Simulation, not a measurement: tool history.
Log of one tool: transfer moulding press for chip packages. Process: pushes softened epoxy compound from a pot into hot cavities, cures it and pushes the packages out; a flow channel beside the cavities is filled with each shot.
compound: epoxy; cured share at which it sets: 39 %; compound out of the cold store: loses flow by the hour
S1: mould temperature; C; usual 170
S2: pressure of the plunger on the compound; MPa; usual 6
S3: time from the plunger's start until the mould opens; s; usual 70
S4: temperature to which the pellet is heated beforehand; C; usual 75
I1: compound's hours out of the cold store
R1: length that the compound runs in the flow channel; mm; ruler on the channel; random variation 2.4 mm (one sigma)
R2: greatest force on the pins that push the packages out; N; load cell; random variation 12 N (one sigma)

Run 1, hour 0: usual settings; I1 25.3. Result: R1 585 mm, R2 899 N.
Run 2, hour 8.9: usual settings; I1 37.1. Result: R1 547 mm, R2 935 N.
Run 3, hour 18: usual settings but S1 169 C; I1 14.8. Result: R1 608 mm, R2 1097 N.
Run 4, hour 29.6: usual settings but S1 169 C; I1 11.9. Result: R1 613 mm, R2 1178 N.
At hour 32.1: cavities cleaned with cleaning compound and waxed.
Run 5, hour 49.2: usual settings but S1 169 C; I1 17.5. Result: R1 593 mm, R2 876 N.
Run 6, hour 65.8: usual settings but S1 169 C; I1 41.4. Result: R1 525 mm, R2 992 N.
At hour 75.9: mould's thermocouples calibrated.
Run 7, hour 77.5: usual settings; I1 37. Result: R1 539 mm, R2 1027 N.
At hour 89: cavities cleaned with cleaning compound and waxed.
Run 8, hour 91.8: usual settings but S1 163 C; I1 26.5. Result: R1 578 mm, R2 984 N.
Run 9, hour 111.9: usual settings but S1 163 C; I1 30.6. Result: R1 567 mm, R2 1480 N.
At hour 117.2: plunger's sealing rings changed.
Run 10, hour 125.6: usual settings; I1 19.5. Result: R1 609 mm, R2 1052 N.
Run 11, hour 136.4: usual settings but S3 75 s; I1 17.8. Result: R1 610 mm, R2 985 N.
At hour 146.4: cavities cleaned with cleaning compound and waxed.
Run 12, hour 151.8: usual settings; I1 10.5. Result: R1 629 mm, R2 717 N.
Run 13, hour 165.2: usual settings; I1 35.9. Result: R1 556 mm, R2 897 N.
Run 14, hour 173.7: usual settings; I1 22.6. Result: R1 596 mm, R2 1025 N.
Run 15, hour 182.4: usual settings but S2 6.51 MPa, S3 88 s, S4 71 C; I1 41.4. Result: R1 562 mm, R2 783 N.
Run 16, hour 193.2: usual settings but S1 172 C, S2 6.51 MPa, S3 108 s, S4 71 C; I1 36. Result: R1 575 mm, R2 771 N.
At hour 200.4: cavities cleaned with cleaning compound and waxed.
Run 17, hour 211.2: usual settings but S1 172 C, S2 6.51 MPa, S3 108 s, S4 71 C; I1 17.3. Result: R1 622 mm, R2 546 N.
Run 18, hour 222.8: usual settings but S4 80 C; I1 35. Result: R1 552 mm, R2 886 N.
Run 19, hour 236.1: usual settings but S2 4.64 MPa; I1 16.5. Result: R1 529 mm, R2 1063 N.
Run 20, hour 250.8: usual settings but S2 4.64 MPa; I1 31.9. Result: R1 488 mm, R2 1037 N.
At hour 255.1: cavities cleaned with cleaning compound and waxed.
Run 21, hour 271.1: usual settings but S1 167 C, S2 4.89 MPa, S3 56 s, S4 71 C; I1 26.6. Result: R1 518 mm, R2 1711 N.
Run 22, hour 290.9: usual settings but S1 176 C, S2 4.89 MPa, S3 72 s, S4 72 C; I1 12.1. Result: R1 542 mm, R2 812 N.
Run 23, hour 303.2: usual settings but S1 176 C, S2 4.89 MPa, S3 72 s, S4 72 C; I1 8.4. Result: R1 551 mm, R2 870 N.
At hour 309.6: cavities cleaned with cleaning compound and waxed.
Run 24, hour 324.5: usual settings but S1 176 C, S2 7.45 MPa, S3 72 s, S4 68 C; I1 34.3. Result: R1 598 mm, R2 654 N.
Run 25, hour 332.8: usual settings but S1 176 C, S2 5.26 MPa, S3 82 s; I1 15.6. Result: R1 544 mm, R2 703 N.
At hour 348.1: plunger's sealing rings changed.
Run 26, hour 355.2: usual settings but S1 171 C; I1 42.3. Result: R1 541 mm, R2 962 N.
At hour 366: cavities cleaned with cleaning compound and waxed.
Run 27, hour 373.8: usual settings but S3 94 s; I1 24. Result: R1 593 mm, R2 546 N.
Run 28, hour 386.9: usual settings but S3 94 s; I1 42.1. Result: R1 540 mm, R2 670 N.

4 ways to go on from here, each from the tool as it stands after run 28. What would each give?
Run A, hour 403: usual settings but S1 173 C, S3 96 s, S4 69 C; I1 16.1. Result: R1 ?, R2 ?.
Run B, hour 403: usual settings but S1 176 C, S3 94 s, S4 74 C; I1 38.4. Result: R1 ?, R2 ?.
Run C, hour 403: usual settings but S1 171 C; I1 46.9. Result: R1 ?, R2 ?.
Run D, hour 403: usual settings but S1 174 C, S2 7.17 MPa, S3 79 s; I1 19.2. Result: R1 ?, R2 ?.

run   R1   R2
  A  608  758
  B  540  743
  C  525  933
  D  653  782
Without the tool's hidden state the same runs would have given:
run   R1   R2
  A  617  375
  B  548  368
  C  532  471
  D  662  392

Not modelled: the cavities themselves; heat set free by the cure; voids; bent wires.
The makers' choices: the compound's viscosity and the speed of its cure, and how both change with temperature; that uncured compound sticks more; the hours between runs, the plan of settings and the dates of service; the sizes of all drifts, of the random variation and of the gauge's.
